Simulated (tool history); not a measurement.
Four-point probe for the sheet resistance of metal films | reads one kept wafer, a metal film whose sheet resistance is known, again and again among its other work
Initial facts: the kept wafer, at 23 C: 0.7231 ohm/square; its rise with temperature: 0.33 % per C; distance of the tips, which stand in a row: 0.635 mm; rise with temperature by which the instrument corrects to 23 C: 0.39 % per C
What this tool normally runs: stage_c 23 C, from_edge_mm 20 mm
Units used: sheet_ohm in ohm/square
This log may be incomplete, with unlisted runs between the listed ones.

run,hour,stage_c,from_edge_mm,sheet_ohm
1,0,23,20,0.726447
2,17,23,20,0.726206
3,26.9,23,22,0.726146
4,44.7,19,20,0.727817
5,58.3,23,20,0.726353
6,75.5,23,20,0.726213
7,88.8,32,21,0.722294
8,97.2,32,21,0.722455
9,112.1,32,21,0.722593
10,123.2,32,21,0.722517
11,136.3,32,21,0.722517
12,154.2,30,20,0.723489

Predict each of these 5 candidate next runs independently; none follows another, all start after run 12:
A,171.8,29,10,?
B,171.8,30,38,?
C,171.8,30,18,?
D,171.8,31,30,?
E,171.8,22,68,?

run,sheet_ohm
A,0.7251
B,0.722927
C,0.723682
D,0.72269
E,0.726233
Without the tool's hidden state the same runs would have given:
run,sheet_ohm
A,0.722276
B,0.720111
C,0.720864
D,0.719874
E,0.723405
